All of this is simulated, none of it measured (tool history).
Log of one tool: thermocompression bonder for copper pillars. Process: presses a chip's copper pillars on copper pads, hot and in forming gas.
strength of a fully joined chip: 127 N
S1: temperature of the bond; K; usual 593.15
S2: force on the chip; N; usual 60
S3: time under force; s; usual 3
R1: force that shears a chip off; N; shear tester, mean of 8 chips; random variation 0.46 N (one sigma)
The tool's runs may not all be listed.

run  hour      S1  S2  S3    R1
  1     0  593.15  60   3  81.8
  2   6.6  593.15  60   3    83
  3  15.8  593.15  60   3  83.4
  4    32  593.15  60   3  83.9
  5  40.7  593.15  60   3  83.8
  6  49.8  608.15  60   3  94.7
  7  61.9  608.15  60   3    94
  8    71  608.15  60   3  95.4
  9  82.9  603.15  39   3  62.2
 10  95.4  603.15  39   3  62.1

Hidden state or all else? Some run-to-run changes of R1, split into what the settings, what came in and random variation would give without the hidden state, and what is left for the hidden state (with any gauge scatter that isn't in both results):
The hidden state here: true temperature of the bond over the reading, C; force that reaches the chip, % of what is set; oxide that the forming gas leaves, % of the face; drift of the gauge itself on shear_n, %.
Run 8 -> 9: S1 608.15 -> 603.15, S2 60 -> 39. R1 -33.2 N: hidden state -0.4, all else -32.8.

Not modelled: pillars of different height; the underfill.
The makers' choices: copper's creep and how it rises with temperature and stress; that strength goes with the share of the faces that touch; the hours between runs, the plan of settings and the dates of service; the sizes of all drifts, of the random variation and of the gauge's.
